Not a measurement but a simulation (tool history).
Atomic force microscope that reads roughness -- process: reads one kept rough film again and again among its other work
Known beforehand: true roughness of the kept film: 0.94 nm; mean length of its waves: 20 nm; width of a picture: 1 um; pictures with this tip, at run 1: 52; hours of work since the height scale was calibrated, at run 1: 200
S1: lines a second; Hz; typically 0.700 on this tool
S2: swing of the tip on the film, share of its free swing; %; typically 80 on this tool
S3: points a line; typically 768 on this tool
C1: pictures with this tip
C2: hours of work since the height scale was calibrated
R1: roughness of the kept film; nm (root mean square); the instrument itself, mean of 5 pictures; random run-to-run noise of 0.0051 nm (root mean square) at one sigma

run 1 hour=0.0 | S1=0.700 S2=80 S3=768 | C1=52 C2=200 | R1=0.759
run 2 hour=30.6 | S1=0.700 S2=80 S3=768 | C1=82 C2=212 | R1=0.731
run 3 hour=52.5 | S1=0.700 S2=80 S3=768 | C1=104 C2=221 | R1=0.711
-- hour=69.5 new tip fitted
run 4 hour=73.1 | S1=0.700 S2=80 S3=768 | C1=4 C2=229 | R1=0.796
run 5 hour=97.2 | S1=0.700 S2=70 S3=768 | C1=28 C2=238 | R1=0.796
-- hour=100.3 height scale calibrated on a step standard
run 6 hour=125.1 | S1=0.700 S2=86 S3=768 | C1=54 C2=10 | R1=0.732
run 7 hour=146.1 | S1=0.700 S2=86 S3=768 | C1=75 C2=18 | R1=0.725
run 8 hour=185.4 | S1=0.700 S2=86 S3=768 | C1=114 C2=34 | R1=0.692
-- hour=193.0 new tip fitted
run 9 hour=207.0 | S1=3.655 S2=83 S3=712 | C1=13 C2=43 | R1=0.591
-- hour=243.2 height scale calibrated on a step standard, once more
run 10 hour=244.0 | S1=3.739 S2=83 S3=712 | C1=49 C2=0 | R1=0.561
run 11 hour=267.5 | S1=3.739 S2=88 S3=341 | C1=72 C2=10 | R1=0.490
run 12 hour=284.7 | S1=1.646 S2=61 S3=760 | C1=89 C2=17 | R1=0.734
run 13 hour=308.1 | S1=1.648 S2=63 S3=760 | C1=112 C2=26 | R1=0.710
-- hour=317.7 new tip fitted
run 14 hour=343.4 | S1=1.648 S2=63 S3=760 | C1=26 C2=40 | R1=0.777
run 15 hour=365.6 | S1=0.971 S2=60 S3=768 | C1=48 C2=49 | R1=0.782

Table of differences, measured result less the result of that run with no hidden state. Run-to-run variation is the same in both. Gauge scatter possibly is not:
Unlogged tool condition in this case: radius of the tip, nm; height scale over the true one, %; drift of the gauge itself on roughness_nm, %.
run=1 R1=-0.048
run=2 R1=-0.072
run=3 R1=-0.091
run=4 R1=-0.005
run=5 R1=-0.030
run=6 R1=-0.049
run=7 R1=-0.069
run=8 R1=-0.097
run=9 R1=-0.010
run=10 R1=-0.037
run=11 R1=-0.046
run=12 R1=-0.081
run=13 R1=-0.099
run=14 R1=-0.026
run=15 R1=-0.048

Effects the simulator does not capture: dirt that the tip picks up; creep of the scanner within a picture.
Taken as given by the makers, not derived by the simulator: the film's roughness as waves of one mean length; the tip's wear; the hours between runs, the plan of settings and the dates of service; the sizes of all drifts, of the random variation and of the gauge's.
